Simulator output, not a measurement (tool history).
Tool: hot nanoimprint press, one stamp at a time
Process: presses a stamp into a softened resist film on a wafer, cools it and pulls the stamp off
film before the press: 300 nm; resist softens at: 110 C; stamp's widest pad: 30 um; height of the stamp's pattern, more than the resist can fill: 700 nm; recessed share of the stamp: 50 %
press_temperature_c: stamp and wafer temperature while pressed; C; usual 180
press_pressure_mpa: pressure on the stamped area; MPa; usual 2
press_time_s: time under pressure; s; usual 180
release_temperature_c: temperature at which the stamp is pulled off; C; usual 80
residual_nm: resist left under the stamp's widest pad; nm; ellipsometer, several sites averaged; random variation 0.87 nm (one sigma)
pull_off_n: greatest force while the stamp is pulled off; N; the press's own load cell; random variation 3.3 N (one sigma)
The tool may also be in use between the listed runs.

run	hour	press_temperature_c	press_pressure_mpa	press_time_s	release_temperature_c	residual_nm	pull_off_n
1	0	180	2	180	80	121.4	178
# hour 44.3: stamp cleaned and given a new release coat
2	59.5	180	2	180	80	120.4	155
3	103.9	180	2	180	80	121.1	157
4	174.7	180	2	180	80	122.2	164
5	263.3	180	2	180	80	122.2	173
6	330	180	2	180	72	121.1	174
7	377.5	180	2	180	72	123.1	175
8	425.7	180	2.97	180	72	97.7	182
9	506.7	180	2	180	84	124.6	167
# hour 543: stamp cleaned and given a new release coat
10	579.9	180	2	180	84	123.7	157
11	636.7	180	2	180	84	124.6	155
# hour 662: press's hydraulic seals changed and the load cell set to zero
12	735.3	180	2	180	66	120.1	173
# hour 771.8: plate thermocouple calibrated
13	833.6	180	1.49	180	66	144.8	187
14	889.2	180	1.49	180	66	144.8	188
15	963.2	180	1.49	180	66	145.9	188
16	1004	180	2	331	80	101.3	169
# hour 1054: stamp cleaned and given a new release coat
17	1107.9	180	2	331	80	100.6	161
18	1192.5	176	2	331	80	113.5	163
19	1265.1	177	2	180	84	137.8	159
# hour 1342: plate thermocouple calibrated, once more
20	1342	177	2	180	84	132	161
21	1416.9	176	1.37	231	72	154.4	175

5 ways to go on from here, each from the tool as it stands after run 21. What would each give?
A	1459.6	180	3.17	308	74	?	?
B	1459.6	176	1.51	123	84	?	?
C	1459.6	175	1.25	353	72	?	?
D	1459.6	183	1.7	174	80	?	?
E	1459.6	191	1.37	140	70	?	?

run	residual_nm	pull_off_n
A	77.3	180
B	176	170
C	144.8	177
D	123	174
E	121.9	184
Without the tool's hidden state the same runs would have given:
run	residual_nm	pull_off_n
A	74.4	163
B	173	154
C	142.4	161
D	120.5	158
E	119.7	167
